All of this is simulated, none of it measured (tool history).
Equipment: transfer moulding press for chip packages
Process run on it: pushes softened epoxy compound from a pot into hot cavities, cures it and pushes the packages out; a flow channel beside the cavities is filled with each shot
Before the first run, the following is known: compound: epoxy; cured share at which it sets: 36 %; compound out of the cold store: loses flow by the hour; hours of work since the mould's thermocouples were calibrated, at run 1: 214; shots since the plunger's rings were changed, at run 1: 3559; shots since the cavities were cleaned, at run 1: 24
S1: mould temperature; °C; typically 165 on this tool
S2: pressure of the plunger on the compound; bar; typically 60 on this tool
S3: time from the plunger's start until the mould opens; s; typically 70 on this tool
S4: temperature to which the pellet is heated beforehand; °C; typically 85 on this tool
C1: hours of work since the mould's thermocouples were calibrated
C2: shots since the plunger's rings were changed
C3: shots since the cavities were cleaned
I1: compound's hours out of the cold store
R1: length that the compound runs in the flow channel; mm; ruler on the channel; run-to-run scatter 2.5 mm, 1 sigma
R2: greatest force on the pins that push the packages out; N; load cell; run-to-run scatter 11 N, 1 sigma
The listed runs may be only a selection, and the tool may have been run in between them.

run	hour	S1	S2	S3	S4	C1	C2	C3	I1	R1	R2
1	0	165	60	70	85	214	3559	24	28.9	670	527
2	10.8	165	50.6	70	85	220	3680	145	42.5	588	576
3	26.3	167	60	70	85	228	3855	320	39	642	639
4	32.8	167	60	70	85	231	3927	392	26	669	677
# hour 47.8: cavities cleaned with cleaning compound and waxed
# hour 52.6: plunger's sealing rings changed
5	52.6	167	60	70	85	239	0	26	8.1	743	505
6	63.7	165	60	70	85	245	124	150	21.5	710	621
7	77.1	165	60	70	85	251	276	302	40.1	666	668
8	91.9	165	60	70	85	259	441	467	29.9	693	757
# hour 100.3: cavities cleaned with cleaning compound and waxed
9	102.4	165	60	70	85	263	543	23	23.8	706	522
10	112.7	165	60	52	85	269	659	139	40.8	662	1107
11	123	165	60	52	85	274	775	255	9.5	740	1306
12	134.4	165	60	52	85	280	904	384	25.8	699	1333
13	143.7	165	60	52	85	284	1007	487	34.9	678	1394
# hour 150.2: cavities cleaned with cleaning compound and waxed
14	153.7	165	60	52	85	288	1103	39	39.2	663	982
15	166.8	161	55.2	63	85	295	1251	187	40.5	642	943
16	175.2	161	55.2	63	84	299	1346	282	43.4	634	1037
17	182.1	161	58.9	53	80	303	1423	359	46.8	651	1561
18	193.4	161	58.9	53	80	308	1550	486	18.9	715	1863
# hour 200.5: cavities cleaned with cleaning compound and waxed
19	205.8	161	58.9	53	80	314	1673	60	37.6	667	1273
20	215.7	160	60	70	85	319	1784	171	47.7	651	787
21	228.7	165	60	84	85	326	1931	318	29.6	683	582
22	242.9	165	60	84	85	333	2090	477	42.1	654	615
# hour 250.3: cavities cleaned with cleaning compound and waxed
23	256.7	165	66.9	52	85	339	2228	71	14.9	753	1076
24	269.6	160	66.9	52	87	345	2374	217	15.9	762	1706
25	282.4	164	60	70	85	352	2517	360	24.6	693	723
26	298.1	164	60	70	85	360	2694	537	28.4	677	806
# hour 300.2: cavities cleaned with cleaning compound and waxed
27	313.9	164	60	70	85	367	2855	154	12.9	715	655
28	326.9	164	60	106	85	374	3001	300	16.1	706	535

A few steps of R1 between consecutive runs. Split each: what settings, incoming material and random variation would produce without the hidden state, and what is left over for the hidden state, along with gauge scatter present in only one of the two compared results (measured, and without hidden state):
Hidden state at play: true mould temperature over the reading, C; pressure that reaches the compound, % of what is set; grip of the stained cavities, % over clean ones'; drift of the gauge itself on flow_mm, %; drift of the gauge itself on push_out_n, %.
Run 1 -> 2: S2 60 -> 50.6. R1 -82 mm: hidden state +3, all else -85.
Run 4 -> 5: cavities cleaned with cleaning compound and waxed, plunger's sealing rings changed. R1 +74 mm: hidden state +27, all else +47.
Run 22 -> 23: S2 60 -> 66.9, S3 84 -> 52, cavities cleaned with cleaning compound and waxed. R1 +99 mm: hidden state -5, all else +104.
